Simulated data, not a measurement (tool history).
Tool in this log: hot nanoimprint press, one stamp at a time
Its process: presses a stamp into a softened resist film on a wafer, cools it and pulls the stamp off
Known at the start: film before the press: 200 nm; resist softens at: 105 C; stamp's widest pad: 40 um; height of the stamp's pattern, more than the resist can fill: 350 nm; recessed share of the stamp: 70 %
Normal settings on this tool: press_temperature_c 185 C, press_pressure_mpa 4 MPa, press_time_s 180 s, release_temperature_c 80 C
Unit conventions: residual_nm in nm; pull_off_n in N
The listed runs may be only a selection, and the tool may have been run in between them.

run,day,press_temperature_c,press_pressure_mpa,press_time_s,release_temperature_c,residual_nm,pull_off_n
1,0,185,4,180,80,85.7,107.1
2,1.2,185,4,180,80,86.1,109
3,2.017,185,4,180,80,85,109.6
4,3.025,185,4,180,80,84.1,110.7
# day 3.742: stamp cleaned and given a new release coat
5,3.871,185,4,180,76,84.2,111.6
6,4.867,185,4,180,76,85.2,113
# day 5.496: press's hydraulic seals changed and the load cell set to zero
7,5.8,185,4,242,80,71.9,109.7
8,6.829,185,4,242,69,72.5,123.9
9,7.483,192,6.17,317,77,38.8,115
# day 7.946: stamp cleaned and given a new release coat
# day 8.35: plate thermocouple calibrated
10,8.846,192,6.17,317,77,42.3,113.8
11,9.658,192,6.17,317,77,41.2,114.3

3 ways to go on from here, each from the tool as it stands after run 11. What would each give?
A,10.438,176,2.71,180,80,?,?
B,10.438,174,6.17,197,80,?,?
C,10.438,196,4.51,180,80,?,?

run,residual_nm,pull_off_n
A,141.3,110.6
B,107.9,111.2
C,53.3,113.2
Without the tool's unlogged condition, the same runs would have read:
run,residual_nm,pull_off_n
A,141.1,107.8
B,107.1,108.4
C,52.9,110.3
